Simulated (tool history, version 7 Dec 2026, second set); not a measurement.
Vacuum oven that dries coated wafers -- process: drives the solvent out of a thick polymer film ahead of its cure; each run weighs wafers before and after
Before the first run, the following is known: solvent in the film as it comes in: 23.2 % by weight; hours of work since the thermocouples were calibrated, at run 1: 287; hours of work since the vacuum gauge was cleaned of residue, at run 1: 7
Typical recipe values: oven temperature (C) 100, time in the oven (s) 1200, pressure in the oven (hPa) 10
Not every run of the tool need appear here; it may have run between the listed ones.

| run | hour | oven temperature (C) | time in the oven (s) | pressure in the oven (hPa) | hours of work since the thermocouples were calibrated | hours of work since the vacuum gauge was cleaned of residue | solvent left in the film (%) |
|---|---|---|---|---|---|---|---|
| 1 | 0 | 100 | 1200 | 10 | 287 | 7 | 1.4 |
| 2 | 14.7 | 100 | 1200 | 5.6 | 293 | 14 | 1.15 |
| 3 | 23.8 | 100 | 1200 | 5.6 | 297 | 18 | 1.14 |
| 4 | 34.3 | 100 | 1200 | 10 | 302 | 22 | 1.47 |
| 5 | 45.1 | 100 | 1200 | 10 | 307 | 27 | 1.45 |
| 6 | 61.2 | 100 | 1200 | 10 | 314 | 34 | 1.49 |
| 7 | 70.8 | 100 | 1200 | 10 | 318 | 38 | 1.43 |
| 8 | 81.2 | 100 | 1200 | 10 | 322 | 42 | 1.43 |
| 9 | 89 | 100 | 600 | 11.9 | 326 | 46 | 4.45 |
| 10 | 100.1 | 100 | 720 | 10 | 330 | 51 | 3.43 |
| 11 | 113.2 | 90 | 840 | 8.6 | 336 | 56 | 5.05 |
| 12 | 127.2 | 104 | 840 | 7.6 | 342 | 62 | 1.75 |
| 13 | 135 | 103 | 1200 | 39.6 | 346 | 66 | 2.91 |
| 14 | 150.6 | 98 | 1860 | 17.5 | 352 | 72 | 1.51 |

4 ways to go on from here, each from the tool as it stands after run 14. What would each give?
| A | 160.8 | 114 | 780 | 17.5 | 357 | 77 | ? |
| B | 160.8 | 102 | 660 | 5.5 | 357 | 77 | ? |
| C | 160.8 | 106 | 1200 | 27.9 | 357 | 77 | ? |
| D | 160.8 | 100 | 1440 | 25.6 | 357 | 77 | ? |

| run | solvent left in the film (%) |
|---|---|
| A | 1.2 |
| B | 3.12 |
| C | 1.88 |
| D | 2.12 |
Stripped of hidden state, with their random variation kept, the same runs would have yielded:
| run | solvent left in the film (%) |
|---|---|
| A | 1.16 |
| B | 3.02 |
| C | 1.83 |
| D | 2.06 |
